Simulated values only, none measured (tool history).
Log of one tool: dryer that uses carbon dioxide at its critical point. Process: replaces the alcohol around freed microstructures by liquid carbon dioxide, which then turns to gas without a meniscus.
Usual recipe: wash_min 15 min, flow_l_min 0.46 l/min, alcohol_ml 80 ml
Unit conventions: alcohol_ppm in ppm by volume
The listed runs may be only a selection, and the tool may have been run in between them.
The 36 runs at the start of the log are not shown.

| run | hour | wash_min | flow_l_min | alcohol_ml | alcohol_ppm |
|---|---|---|---|---|---|
| 37 | 1436.7 | 15 | 0.46 | 42 | 399 |
| 38 | 1462.8 | 15 | 0.28 | 75 | 4625 |
|  | 1500.4 | inlet filter changed |
| 39 | 1514.9 | 15 | 0.28 | 75 | 4081 |
| 40 | 1556.9 | 15 | 0.335 | 108 | 3178 |
| 41 | 1611.1 | 15 | 0.432 | 25 | 306 |
| 42 | 1640.1 | 24 | 0.777 | 22 | 73 |
| 43 | 1675.4 | 13 | 0.773 | 51 | 107 |
| 44 | 1721.2 | 13 | 0.773 | 51 | 125 |
| 45 | 1759.1 | 18 | 0.695 | 69 | 110 |

Consider 5 possible next runs. They are alternatives, not a sequence: every one starts from the tool as it was left by run 45. What does each give?
| A | 1805.7 | 18 | 0.309 | 33 | ? |
| B | 1805.7 | 10 | 0.525 | 69 | ? |
| C | 1805.7 | 18 | 0.312 | 24 | ? |
| D | 1805.7 | 16 | 0.695 | 69 | ? |
| E | 1805.7 | 23 | 0.411 | 33 | ? |

| run | alcohol_ppm |
|---|---|
| A | 872 |
| B | 1815 |
| C | 638 |
| D | 135 |
| E | 157 |
The same runs, with their run-to-run variation unchanged, on a tool lacking any hidden condition would have given:
| run | alcohol_ppm |
|---|---|
| A | 656 |
| B | 1464 |
| C | 456 |
| D | 27 |
| E | 43 |
